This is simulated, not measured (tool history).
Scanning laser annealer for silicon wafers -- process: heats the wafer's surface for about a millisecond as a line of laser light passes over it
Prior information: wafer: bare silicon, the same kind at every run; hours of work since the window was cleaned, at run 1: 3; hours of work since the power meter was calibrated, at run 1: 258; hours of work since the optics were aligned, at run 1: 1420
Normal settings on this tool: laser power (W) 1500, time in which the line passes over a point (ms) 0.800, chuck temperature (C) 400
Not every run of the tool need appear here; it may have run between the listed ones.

run	hour	laser power (W)	time in which the line passes over a point (ms)	chuck temperature (C)	hours of work since the window was cleaned	hours of work since the power meter was calibrated	hours of work since the optics were aligned	highest temperature of the surface (C)
1	0.0	1500	0.800	400	3	258	1420	1217
2	17.3	1500	0.800	400	15	269	1431	1215
3	46.1	1500	0.800	400	34	289	1451	1216
4	74.2	1500	0.800	400	53	308	1470	1210
5	102.3	1500	0.800	400	72	327	1489	1211
# hour 130.5: optics aligned, line set to its width
6	130.7	1500	0.800	400	88	343	0	1217
7	156.3	1500	0.800	376	105	360	17	1187
8	177.0	1500	0.800	376	119	374	31	1189
9	195.2	1500	0.800	376	131	386	44	1191
10	214.2	1516	0.800	400	144	399	56	1223
11	234.1	1347	0.800	400	158	412	70	1105
12	252.1	1347	0.800	400	170	424	82	1103
13	272.7	1347	0.800	400	184	438	96	1097
14	298.9	1347	0.800	400	201	456	114	1099
15	313.6	1500	0.800	400	211	466	124	1206
# hour 317.9: window over the wafer cleaned
16	339.8	1500	0.800	400	15	482	140	1197
17	364.2	1500	0.800	400	31	499	156	1201
18	387.6	1366	0.800	400	47	514	172	1102
19	406.7	1366	0.800	400	60	527	185	1101
20	430.2	1366	0.800	400	76	543	201	1097
# hour 453.4: window over the wafer cleaned, once more
21	461.6	1366	0.800	400	6	563	221	1126
22	482.9	1366	0.800	400	20	577	235	1125
23	511.3	1324	0.800	410	39	597	254	1098
24	535.9	1626	0.751	400	56	613	271	1285
25	550.2	1444	0.751	366	65	623	280	1119
26	566.9	1500	0.737	407	77	634	292	1186
27	592.6	1500	0.737	407	94	651	309	1191
28	615.6	1500	0.937	414	109	667	325	1297
29	636.8	1328	0.800	400	124	681	339	1087
30	665.8	1383	0.867	407	143	701	358	1161
31	682.5	1424	0.800	400	155	712	370	1152
32	711.3	1384	0.658	400	174	732	389	1052
33	733.7	1418	0.658	377	189	747	404	1057
34	754.5	1500	0.993	439	203	761	418	1328
35	777.9	1500	0.993	439	219	776	434	1329
36	803.8	1638	0.668	426	236	794	452	1249
37	830.8	1638	0.615	390	255	812	470	1179
38	845.8	1529	0.850	400	265	822	480	1242
39	874.7	1529	0.850	400	284	842	499	1243
40	899.8	1459	0.967	408	301	859	516	1252

Branching from run 40: 5 alternative next runs. What would each branch give?
A	928.9	1513	0.672	391	321	878	536	?
B	928.9	1578	0.967	410	321	878	536	?
C	928.9	1524	0.858	412	321	878	536	?
D	928.9	1500	0.806	422	321	878	536	?
E	928.9	1459	0.609	408	321	878	536	?

run	highest temperature of the surface (C)
A	1125
B	1341
C	1247
D	1214
E	1070
The same runs, with their run-to-run variation unchanged, on a tool lacking any hidden condition would have given:
run	highest temperature of the surface (C)
A	1157
B	1381
C	1283
D	1248
E	1099

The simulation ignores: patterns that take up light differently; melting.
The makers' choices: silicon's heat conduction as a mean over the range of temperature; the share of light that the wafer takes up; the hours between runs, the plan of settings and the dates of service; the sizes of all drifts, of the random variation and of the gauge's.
